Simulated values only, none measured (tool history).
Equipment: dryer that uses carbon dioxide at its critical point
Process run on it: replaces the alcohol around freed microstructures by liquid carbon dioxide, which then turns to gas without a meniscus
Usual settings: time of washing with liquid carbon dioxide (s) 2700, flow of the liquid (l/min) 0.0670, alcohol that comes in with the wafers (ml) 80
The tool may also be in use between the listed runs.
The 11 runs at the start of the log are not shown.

run,hour,time of washing with liquid carbon dioxide (s),flow of the liquid (l/min),alcohol that comes in with the wafers (ml),hours of work since the filter was changed,hours of work since the purifier's bed was changed,alcohol left in the vessel before it's heated (ppm by volume)
12,144.7,2280,0.0659,80,194,136,3840
13,161.1,2280,0.0659,80,200,141,3978
14,177.3,2280,0.0659,80,205,147,4085
15,193.2,2280,0.0659,80,211,152,4083
16,208.2,2280,0.0659,80,216,158,4000
17,215.6,2280,0.0659,80,218,160,4075
18,224.9,2280,0.0659,80,222,163,4055
19,242.6,2700,0.0670,80,228,169,1876
20,249.9,2700,0.0466,80,230,172,7816
21,262.6,2700,0.0466,80,235,176,8032
22,270.7,2700,0.0466,80,238,179,7879
23,280.0,2700,0.0670,80,241,182,1954
24,288.1,2700,0.0670,80,244,185,2009
25,296.9,2700,0.0670,80,247,188,2000
26,310.4,2700,0.0956,22,251,193,84
27,319.6,2700,0.0956,22,254,196,92
28,336.1,3780,0.1023,42,260,202,26
29,349.4,2640,0.0747,66,265,206,1141
30,363.7,2640,0.0747,66,270,211,1137
31,373.6,2700,0.0961,21,273,215,89

Run 32 has not been measured yet. What should we expect?
32,385.3,3000,0.0566,80,277,219,?

Run 32 came out at alcohol left in the vessel before it's heated (ppm by volume) 2884.
Without the tool's hidden state the same run would have given alcohol left in the vessel before it's heated (ppm by volume) 1809.

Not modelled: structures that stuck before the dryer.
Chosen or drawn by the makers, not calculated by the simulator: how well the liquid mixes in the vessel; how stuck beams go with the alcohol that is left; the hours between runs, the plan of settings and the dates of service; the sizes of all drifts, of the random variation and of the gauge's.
